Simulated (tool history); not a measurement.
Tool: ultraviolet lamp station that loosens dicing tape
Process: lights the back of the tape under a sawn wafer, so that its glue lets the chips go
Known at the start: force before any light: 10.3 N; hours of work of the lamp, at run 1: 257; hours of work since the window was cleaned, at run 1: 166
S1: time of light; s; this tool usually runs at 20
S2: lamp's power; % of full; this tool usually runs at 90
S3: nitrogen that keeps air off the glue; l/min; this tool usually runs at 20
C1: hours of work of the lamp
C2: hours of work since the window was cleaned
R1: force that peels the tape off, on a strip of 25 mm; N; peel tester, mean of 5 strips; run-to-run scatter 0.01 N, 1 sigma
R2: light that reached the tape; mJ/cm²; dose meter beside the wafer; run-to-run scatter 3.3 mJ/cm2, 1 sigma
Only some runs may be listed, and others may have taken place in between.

| run | hour | S1 | S2 | S3 | C1 | C2 | R1 | R2 |
|---|---|---|---|---|---|---|---|---|
| 1 | 0.0 | 20 | 90 | 20 | 257 | 166 | 0.660 | 462 |
| 2 | 7.8 | 20 | 90 | 33 | 263 | 171 | 0.448 | 464 |
| 3 | 18.5 | 20 | 90 | 33 | 271 | 179 | 0.459 | 465 |
| 4 | 24.8 | 20 | 90 | 33 | 276 | 184 | 0.435 | 465 |
| 5 | 35.9 | 20 | 90 | 33 | 284 | 192 | 0.452 | 462 |
| 6 | 43.1 | 20 | 90 | 33 | 289 | 198 | 0.464 | 460 |
| 7 | 55.2 | 20 | 90 | 33 | 298 | 207 | 0.473 | 458 |
| 8 | 68.4 | 20 | 90 | 33 | 308 | 216 | 0.483 | 449 |
| 9 | 75.7 | 20 | 90 | 20 | 314 | 222 | 0.711 | 453 |
| 10 | 84.1 | 20 | 90 | 20 | 320 | 228 | 0.728 | 446 |
| 11 | 91.3 | 40 | 90 | 20 | 325 | 233 | 0.109 | 908 |
| 12 | 103.5 | 40 | 90 | 20 | 334 | 243 | 0.105 | 899 |
| 13 | 108.8 | 40 | 90 | 20 | 338 | 247 | 0.102 | 898 |
| 14 | 116.4 | 23 | 62 | 20 | 344 | 252 | 1.244 | 359 |
| 15 | 124.1 | 22 | 86 | 20 | 350 | 258 | 0.667 | 468 |
| 16 | 131.1 | 26 | 78 | 19 | 355 | 263 | 0.584 | 511 |
| 17 | 136.7 | 36 | 78 | 18 | 359 | 267 | 0.243 | 698 |

Below, each run's measurement less what the same run would have read without the hidden state. Both values contain the same run-to-run variation, but the gauge's scatter may not be the same in both:
What the log doesn't record here: lamp's light, % of a new lamp's; light that the window lets through, % of a clean one's; drift of the gauge itself on peel_n, %; drift of the gauge itself on dose_mj_cm2, %.
| run | R1 | R2 |
|---|---|---|
| 1 | +0.210 | -71 |
| 2 | +0.156 | -72 |
| 3 | +0.159 | -74 |
| 4 | +0.162 | -75 |
| 5 | +0.167 | -76 |
| 6 | +0.173 | -77 |
| 7 | +0.178 | -80 |
| 8 | +0.186 | -81 |
| 9 | +0.257 | -84 |
| 10 | +0.266 | -83 |
| 11 | +0.030 | -171 |
| 12 | +0.030 | -175 |
| 13 | +0.030 | -174 |
| 14 | +0.413 | -71 |
| 15 | +0.264 | -95 |
| 16 | +0.243 | -104 |
| 17 | +0.107 | -144 |
